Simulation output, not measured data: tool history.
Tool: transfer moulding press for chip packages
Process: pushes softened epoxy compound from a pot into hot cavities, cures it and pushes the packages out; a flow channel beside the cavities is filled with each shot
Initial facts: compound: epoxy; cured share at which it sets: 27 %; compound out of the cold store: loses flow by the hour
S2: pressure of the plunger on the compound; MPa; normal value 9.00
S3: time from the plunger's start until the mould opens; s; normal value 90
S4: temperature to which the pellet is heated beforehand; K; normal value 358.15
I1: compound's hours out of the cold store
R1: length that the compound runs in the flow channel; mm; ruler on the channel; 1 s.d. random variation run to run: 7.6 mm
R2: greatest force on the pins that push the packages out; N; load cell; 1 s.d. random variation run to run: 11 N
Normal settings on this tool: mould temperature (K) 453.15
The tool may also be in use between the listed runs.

{"run": 1, "hour": 0.0, "mould temperature (K)": 453.15, "S2": 9.0, "S3": 90, "S4": 358.15, "I1": 42.6, "R1": 778, "R2": 780}
{"hour": 12.0, "done": "cavities cleaned with cleaning compound and waxed"}
{"run": 2, "hour": 77.8, "mould temperature (K)": 453.15, "S2": 9.0, "S3": 90, "S4": 358.15, "I1": 8.5, "R1": 863, "R2": 730}
{"hour": 113.4, "done": "cavities cleaned with cleaning compound and waxed"}
{"run": 3, "hour": 125.7, "mould temperature (K)": 453.15, "S2": 9.0, "S3": 90, "S4": 358.15, "I1": 25.1, "R1": 809, "R2": 577}
{"run": 4, "hour": 178.6, "mould temperature (K)": 453.15, "S2": 9.0, "S3": 105, "S4": 358.15, "I1": 43.7, "R1": 752, "R2": 607}
{"hour": 219.8, "done": "cavities cleaned with cleaning compound and waxed"}
{"hour": 228.9, "done": "plunger's sealing rings changed"}
{"run": 5, "hour": 245.3, "mould temperature (K)": 453.15, "S2": 9.0, "S3": 105, "S4": 358.15, "I1": 36.3, "R1": 812, "R2": 489}
{"run": 6, "hour": 303.5, "mould temperature (K)": 453.15, "S2": 9.0, "S3": 105, "S4": 358.15, "I1": 14.1, "R1": 888, "R2": 655}
{"hour": 326.0, "done": "cavities cleaned with cleaning compound and waxed"}
{"run": 7, "hour": 348.2, "mould temperature (K)": 453.15, "S2": 9.0, "S3": 105, "S4": 358.15, "I1": 47.7, "R1": 768, "R2": 516}
{"run": 8, "hour": 417.0, "mould temperature (K)": 453.15, "S2": 9.0, "S3": 105, "S4": 358.15, "I1": 17.6, "R1": 866, "R2": 660}
{"hour": 428.0, "done": "cavities cleaned with cleaning compound and waxed"}
{"run": 9, "hour": 453.7, "mould temperature (K)": 453.15, "S2": 9.0, "S3": 90, "S4": 351.15, "I1": 28.1, "R1": 819, "R2": 567}
{"hour": 531.5, "done": "cavities cleaned with cleaning compound and waxed"}
{"run": 10, "hour": 531.5, "mould temperature (K)": 453.15, "S2": 9.0, "S3": 82, "S4": 358.15, "I1": 9.2, "R1": 876, "R2": 546}
{"run": 11, "hour": 588.6, "mould temperature (K)": 449.15, "S2": 7.71, "S3": 90, "S4": 358.15, "I1": 47.5, "R1": 702, "R2": 780}
{"hour": 633.6, "done": "cavities cleaned with cleaning compound and waxed"}
{"run": 12, "hour": 641.4, "mould temperature (K)": 449.15, "S2": 7.71, "S3": 90, "S4": 358.15, "I1": 34.7, "R1": 734, "R2": 612}
{"hour": 694.5, "done": "plunger's sealing rings changed"}
{"run": 13, "hour": 694.5, "mould temperature (K)": 451.15, "S2": 7.71, "S3": 105, "S4": 354.15, "I1": 25.6, "R1": 799, "R2": 644}
{"hour": 740.2, "done": "cavities cleaned with cleaning compound and waxed"}
{"run": 14, "hour": 771.0, "mould temperature (K)": 451.15, "S2": 7.71, "S3": 105, "S4": 354.15, "I1": 41.4, "R1": 740, "R2": 540}
{"run": 15, "hour": 817.6, "mould temperature (K)": 451.15, "S2": 7.71, "S3": 90, "S4": 365.15, "I1": 9.6, "R1": 819, "R2": 813}
{"hour": 843.3, "done": "cavities cleaned with cleaning compound and waxed"}
{"run": 16, "hour": 891.9, "mould temperature (K)": 451.15, "S2": 7.71, "S3": 90, "S4": 365.15, "I1": 43.1, "R1": 716, "R2": 701}
{"hour": 946.6, "done": "cavities cleaned with cleaning compound and waxed"}
{"run": 17, "hour": 960.5, "mould temperature (K)": 453.15, "S2": 9.0, "S3": 112, "S4": 358.15, "I1": 47.5, "R1": 753, "R2": 460}

Each row is a separate what-if for the run after 17, all from the same tool condition, not one after another. Results?
{"hour": 979.2, "done": "mould's thermocouples calibrated"}
{"run": "A", "hour": 1038.2, "mould temperature (K)": 460.15, "S2": 8.95, "S3": 90, "S4": 367.15, "I1": 42.0, "R1": "?", "R2": "?"}
{"hour": 979.2, "done": "mould's thermocouples calibrated"}
{"run": "B", "hour": 1038.2, "mould temperature (K)": 453.15, "S2": 10.32, "S3": 117, "S4": 358.15, "I1": 30.6, "R1": "?", "R2": "?"}
{"hour": 979.2, "done": "mould's thermocouples calibrated"}
{"run": "C", "hour": 1038.2, "mould temperature (K)": 454.15, "S2": 9.31, "S3": 90, "S4": 358.15, "I1": 10.9, "R1": "?", "R2": "?"}
{"hour": 979.2, "done": "mould's thermocouples calibrated"}
{"run": "D", "hour": 1038.2, "mould temperature (K)": 453.15, "S2": 7.38, "S3": 73, "S4": 366.15, "I1": 17.3, "R1": "?", "R2": "?"}

run=A R1=735 R2=626
run=B R1=849 R2=624
run=C R1=877 R2=770
run=D R1=753 R2=1182
Stripped of hidden state, with their random variation kept, the same runs would have yielded:
run=A R1=777 R2=388
run=B R1=897 R2=385
run=C R1=927 R2=469
run=D R1=796 R2=716

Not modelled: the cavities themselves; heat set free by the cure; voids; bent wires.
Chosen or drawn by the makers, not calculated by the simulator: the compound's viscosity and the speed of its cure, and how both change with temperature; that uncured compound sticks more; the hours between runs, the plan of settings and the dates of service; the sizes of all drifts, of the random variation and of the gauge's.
